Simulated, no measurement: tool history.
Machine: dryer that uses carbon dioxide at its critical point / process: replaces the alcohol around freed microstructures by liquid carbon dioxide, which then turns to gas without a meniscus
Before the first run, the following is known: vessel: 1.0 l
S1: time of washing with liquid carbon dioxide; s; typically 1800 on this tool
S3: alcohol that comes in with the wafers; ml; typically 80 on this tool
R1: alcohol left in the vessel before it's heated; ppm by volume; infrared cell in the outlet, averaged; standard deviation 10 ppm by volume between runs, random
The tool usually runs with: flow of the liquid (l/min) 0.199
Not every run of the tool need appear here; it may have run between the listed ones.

{"run": 1, "day": 0.0, "S1": 1800, "flow of the liquid (l/min)": 0.199, "S3": 80, "R1": 819}
{"run": 2, "day": 1.467, "S1": 1800, "flow of the liquid (l/min)": 0.199, "S3": 80, "R1": 828}
{"run": 3, "day": 3.696, "S1": 1800, "flow of the liquid (l/min)": 0.199, "S3": 80, "R1": 863}
{"run": 4, "day": 5.462, "S1": 1800, "flow of the liquid (l/min)": 0.199, "S3": 48, "R1": 605}
{"run": 5, "day": 7.079, "S1": 1800, "flow of the liquid (l/min)": 0.199, "S3": 48, "R1": 619}
{"run": 6, "day": 8.167, "S1": 1800, "flow of the liquid (l/min)": 0.199, "S3": 48, "R1": 614}
{"day": 9.388, "done": "purifier's bed changed"}
{"run": 7, "day": 10.621, "S1": 1800, "flow of the liquid (l/min)": 0.129, "S3": 80, "R1": 4074}
{"run": 8, "day": 12.225, "S1": 1800, "flow of the liquid (l/min)": 0.199, "S3": 80, "R1": 808}
{"run": 9, "day": 13.929, "S1": 1800, "flow of the liquid (l/min)": 0.199, "S3": 80, "R1": 813}
{"day": 15.267, "done": "inlet filter changed"}
{"run": 10, "day": 16.196, "S1": 1800, "flow of the liquid (l/min)": 0.301, "S3": 80, "R1": 74}
{"run": 11, "day": 17.762, "S1": 1800, "flow of the liquid (l/min)": 0.301, "S3": 80, "R1": 82}
{"run": 12, "day": 19.571, "S1": 1260, "flow of the liquid (l/min)": 0.199, "S3": 80, "R1": 2700}
{"run": 13, "day": 20.558, "S1": 1260, "flow of the liquid (l/min)": 0.199, "S3": 80, "R1": 2786}
{"run": 14, "day": 22.308, "S1": 1980, "flow of the liquid (l/min)": 0.199, "S3": 80, "R1": 438}
{"run": 15, "day": 23.475, "S1": 1800, "flow of the liquid (l/min)": 0.199, "S3": 73, "R1": 657}
{"run": 16, "day": 25.354, "S1": 1800, "flow of the liquid (l/min)": 0.199, "S3": 73, "R1": 668}
{"run": 17, "day": 27.025, "S1": 2580, "flow of the liquid (l/min)": 0.199, "S3": 80, "R1": 166}
{"run": 18, "day": 29.125, "S1": 2580, "flow of the liquid (l/min)": 0.199, "S3": 80, "R1": 186}
{"run": 19, "day": 30.862, "S1": 1800, "flow of the liquid (l/min)": 0.199, "S3": 80, "R1": 803}
{"run": 20, "day": 32.975, "S1": 1200, "flow of the liquid (l/min)": 0.249, "S3": 22, "R1": 524}
{"run": 21, "day": 34.879, "S1": 1800, "flow of the liquid (l/min)": 0.199, "S3": 60, "R1": 678}
{"run": 22, "day": 36.512, "S1": 1800, "flow of the liquid (l/min)": 0.199, "S3": 60, "R1": 696}
{"run": 23, "day": 38.083, "S1": 1800, "flow of the liquid (l/min)": 0.199, "S3": 63, "R1": 774}
{"day": 38.842, "done": "inlet filter changed"}
{"run": 24, "day": 40.4, "S1": 1800, "flow of the liquid (l/min)": 0.199, "S3": 63, "R1": 590}
{"run": 25, "day": 41.588, "S1": 1260, "flow of the liquid (l/min)": 0.249, "S3": 74, "R1": 1117}
{"run": 26, "day": 43.796, "S1": 1260, "flow of the liquid (l/min)": 0.249, "S3": 74, "R1": 1158}
{"run": 27, "day": 44.842, "S1": 2280, "flow of the liquid (l/min)": 0.215, "S3": 52, "R1": 223}
{"run": 28, "day": 46.979, "S1": 2160, "flow of the liquid (l/min)": 0.163, "S3": 80, "R1": 905}
{"run": 29, "day": 48.954, "S1": 2580, "flow of the liquid (l/min)": 0.284, "S3": 23, "R1": 178}
{"run": 30, "day": 51.3, "S1": 1320, "flow of the liquid (l/min)": 0.279, "S3": 20, "R1": 317}
{"run": 31, "day": 53.692, "S1": 1320, "flow of the liquid (l/min)": 0.279, "S3": 20, "R1": 340}
{"run": 32, "day": 55.096, "S1": 1320, "flow of the liquid (l/min)": 0.156, "S3": 37, "R1": 2695}

Run 33, settings as shown, results not yet in. Your forecast:
{"day": 55.55, "done": "purifier's bed changed"}
{"run": 33, "day": 56.804, "S1": 1320, "flow of the liquid (l/min)": 0.156, "S3": 37, "R1": "?"}

{"run 33": {"R1": 2594}}
Without the tool's hidden state the same run would have given R1 2220 ppm by volume.
